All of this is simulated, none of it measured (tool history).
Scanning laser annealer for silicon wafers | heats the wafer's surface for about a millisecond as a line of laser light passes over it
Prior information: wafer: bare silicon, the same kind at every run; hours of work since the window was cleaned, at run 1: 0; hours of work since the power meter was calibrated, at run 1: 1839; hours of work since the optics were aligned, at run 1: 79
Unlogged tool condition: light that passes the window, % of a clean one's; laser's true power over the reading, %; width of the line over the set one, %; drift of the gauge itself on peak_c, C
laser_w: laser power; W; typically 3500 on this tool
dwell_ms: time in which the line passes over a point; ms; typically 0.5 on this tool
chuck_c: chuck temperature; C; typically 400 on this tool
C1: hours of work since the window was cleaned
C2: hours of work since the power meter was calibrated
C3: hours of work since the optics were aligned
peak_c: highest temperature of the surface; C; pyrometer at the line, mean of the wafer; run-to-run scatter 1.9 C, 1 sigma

{"run": 1, "day": 0.0, "laser_w": 3500, "dwell_ms": 0.5, "chuck_c": 400, "C1": 0, "C2": 1839, "C3": 79, "peak_c": 1177}
{"run": 2, "day": 2.204, "laser_w": 3500, "dwell_ms": 0.5, "chuck_c": 381, "C1": 36, "C2": 1875, "C3": 114, "peak_c": 1158}
{"run": 3, "day": 4.092, "laser_w": 3500, "dwell_ms": 0.5, "chuck_c": 381, "C1": 67, "C2": 1906, "C3": 145, "peak_c": 1155}
{"run": 4, "day": 8.108, "laser_w": 3500, "dwell_ms": 0.5, "chuck_c": 381, "C1": 132, "C2": 1971, "C3": 211, "peak_c": 1151}
{"run": 5, "day": 11.929, "laser_w": 3500, "dwell_ms": 0.5, "chuck_c": 381, "C1": 194, "C2": 2033, "C3": 273, "peak_c": 1150}
{"run": 6, "day": 14.067, "laser_w": 3500, "dwell_ms": 0.5, "chuck_c": 381, "C1": 229, "C2": 2068, "C3": 308, "peak_c": 1148}
{"run": 7, "day": 17.812, "laser_w": 3500, "dwell_ms": 0.5, "chuck_c": 381, "C1": 290, "C2": 2129, "C3": 369, "peak_c": 1149}
{"run": 8, "day": 20.358, "laser_w": 3500, "dwell_ms": 0.385, "chuck_c": 400, "C1": 331, "C2": 2170, "C3": 410, "peak_c": 1074}
{"run": 9, "day": 22.204, "laser_w": 3500, "dwell_ms": 0.385, "chuck_c": 400, "C1": 361, "C2": 2200, "C3": 440, "peak_c": 1071}
{"run": 10, "day": 25.408, "laser_w": 3500, "dwell_ms": 0.5, "chuck_c": 381, "C1": 414, "C2": 2252, "C3": 492, "peak_c": 1140}
{"run": 11, "day": 28.938, "laser_w": 3500, "dwell_ms": 0.5, "chuck_c": 381, "C1": 471, "C2": 2310, "C3": 550, "peak_c": 1139}
{"run": 12, "day": 30.979, "laser_w": 3500, "dwell_ms": 0.5, "chuck_c": 400, "C1": 504, "C2": 2343, "C3": 583, "peak_c": 1158}
{"run": 13, "day": 33.888, "laser_w": 3500, "dwell_ms": 0.5, "chuck_c": 400, "C1": 552, "C2": 2391, "C3": 630, "peak_c": 1157}
{"run": 14, "day": 36.658, "laser_w": 3500, "dwell_ms": 0.5, "chuck_c": 400, "C1": 597, "C2": 2436, "C3": 675, "peak_c": 1153}
{"run": 15, "day": 40.075, "laser_w": 3500, "dwell_ms": 0.447, "chuck_c": 400, "C1": 652, "C2": 2491, "C3": 731, "peak_c": 1115}
{"run": 16, "day": 42.846, "laser_w": 3500, "dwell_ms": 0.479, "chuck_c": 400, "C1": 697, "C2": 2536, "C3": 776, "peak_c": 1135}
{"run": 17, "day": 44.9, "laser_w": 3500, "dwell_ms": 0.479, "chuck_c": 400, "C1": 731, "C2": 2570, "C3": 809, "peak_c": 1134}
{"day": 45.312, "done": "optics aligned, line set to its width"}
{"run": 18, "day": 47.804, "laser_w": 3500, "dwell_ms": 0.615, "chuck_c": 400, "C1": 775, "C2": 2614, "C3": 41, "peak_c": 1241}
{"run": 19, "day": 51.771, "laser_w": 3079, "dwell_ms": 0.5, "chuck_c": 400, "C1": 839, "C2": 2678, "C3": 105, "peak_c": 1045}
{"run": 20, "day": 53.9, "laser_w": 3079, "dwell_ms": 0.5, "chuck_c": 400, "C1": 874, "C2": 2713, "C3": 140, "peak_c": 1044}
{"run": 21, "day": 56.229, "laser_w": 3079, "dwell_ms": 0.5, "chuck_c": 400, "C1": 912, "C2": 2751, "C3": 178, "peak_c": 1043}
{"day": 57.596, "done": "window over the wafer cleaned"}
{"run": 22, "day": 59.412, "laser_w": 3796, "dwell_ms": 0.369, "chuck_c": 400, "C1": 30, "C2": 2801, "C3": 228, "peak_c": 1134}
{"run": 23, "day": 61.317, "laser_w": 3267, "dwell_ms": 0.459, "chuck_c": 400, "C1": 61, "C2": 2832, "C3": 259, "peak_c": 1073}
{"run": 24, "day": 63.492, "laser_w": 3500, "dwell_ms": 0.5, "chuck_c": 410, "C1": 96, "C2": 2868, "C3": 295, "peak_c": 1177}
{"run": 25, "day": 67.562, "laser_w": 3488, "dwell_ms": 0.362, "chuck_c": 410, "C1": 162, "C2": 2934, "C3": 361, "peak_c": 1058}
{"run": 26, "day": 70.638, "laser_w": 3716, "dwell_ms": 0.5, "chuck_c": 400, "C1": 212, "C2": 2984, "C3": 411, "peak_c": 1221}
{"run": 27, "day": 73.933, "laser_w": 3716, "dwell_ms": 0.449, "chuck_c": 402, "C1": 266, "C2": 3038, "C3": 465, "peak_c": 1181}
{"run": 28, "day": 76.925, "laser_w": 3716, "dwell_ms": 0.449, "chuck_c": 402, "C1": 315, "C2": 3086, "C3": 513, "peak_c": 1179}
{"run": 29, "day": 78.846, "laser_w": 3218, "dwell_ms": 0.476, "chuck_c": 400, "C1": 346, "C2": 3118, "C3": 545, "peak_c": 1063}
{"run": 30, "day": 81.421, "laser_w": 3218, "dwell_ms": 0.476, "chuck_c": 368, "C1": 388, "C2": 3160, "C3": 586, "peak_c": 1033}
{"run": 31, "day": 83.879, "laser_w": 3218, "dwell_ms": 0.476, "chuck_c": 368, "C1": 428, "C2": 3200, "C3": 626, "peak_c": 1032}
{"run": 32, "day": 87.588, "laser_w": 3677, "dwell_ms": 0.596, "chuck_c": 423, "C1": 488, "C2": 3260, "C3": 687, "peak_c": 1298}
{"run": 33, "day": 90.45, "laser_w": 3235, "dwell_ms": 0.52, "chuck_c": 421, "C1": 535, "C2": 3307, "C3": 733, "peak_c": 1114}
{"run": 34, "day": 92.888, "laser_w": 3808, "dwell_ms": 0.5, "chuck_c": 419, "C1": 575, "C2": 3346, "C3": 773, "peak_c": 1252}
{"day": 95.504, "done": "optics aligned, line set to its width"}
{"run": 35, "day": 96.733, "laser_w": 3500, "dwell_ms": 0.598, "chuck_c": 372, "C1": 634, "C2": 3405, "C3": 20, "peak_c": 1194}
{"run": 36, "day": 100.554, "laser_w": 3500, "dwell_ms": 0.598, "chuck_c": 372, "C1": 696, "C2": 3468, "C3": 82, "peak_c": 1197}
{"run": 37, "day": 102.292, "laser_w": 3720, "dwell_ms": 0.598, "chuck_c": 372, "C1": 724, "C2": 3496, "C3": 110, "peak_c": 1260}
{"run": 38, "day": 104.358, "laser_w": 3820, "dwell_ms": 0.491, "chuck_c": 430, "C1": 758, "C2": 3530, "C3": 144, "peak_c": 1263}
{"run": 39, "day": 106.304, "laser_w": 3820, "dwell_ms": 0.555, "chuck_c": 433, "C1": 789, "C2": 3561, "C3": 176, "peak_c": 1319}
{"run": 40, "day": 110.108, "laser_w": 3488, "dwell_ms": 0.451, "chuck_c": 433, "C1": 851, "C2": 3623, "C3": 238, "peak_c": 1143}
{"run": 41, "day": 113.562, "laser_w": 3488, "dwell_ms": 0.451, "chuck_c": 433, "C1": 908, "C2": 3679, "C3": 294, "peak_c": 1136}

Alternative continuations, all from the tool just after run 41; predict every row:
{"day": 115.033, "done": "window over the wafer cleaned"}
{"run": "A", "day": 115.658, "laser_w": 3138, "dwell_ms": 0.401, "chuck_c": 400, "C1": 10, "C2": 3712, "C3": 327, "peak_c": "?"}
{"day": 115.033, "done": "window over the wafer cleaned"}
{"run": "B", "day": 115.658, "laser_w": 3500, "dwell_ms": 0.4, "chuck_c": 400, "C1": 10, "C2": 3712, "C3": 327, "peak_c": "?"}
{"day": 115.033, "done": "window over the wafer cleaned"}
{"run": "C", "day": 115.658, "laser_w": 3500, "dwell_ms": 0.607, "chuck_c": 400, "C1": 10, "C2": 3712, "C3": 327, "peak_c": "?"}

run=A peak_c=996
run=B peak_c=1084
run=C peak_c=1240
Without the tool's hidden state the same runs would have given:
run=A peak_c=1014
run=B peak_c=1106
run=C peak_c=1266
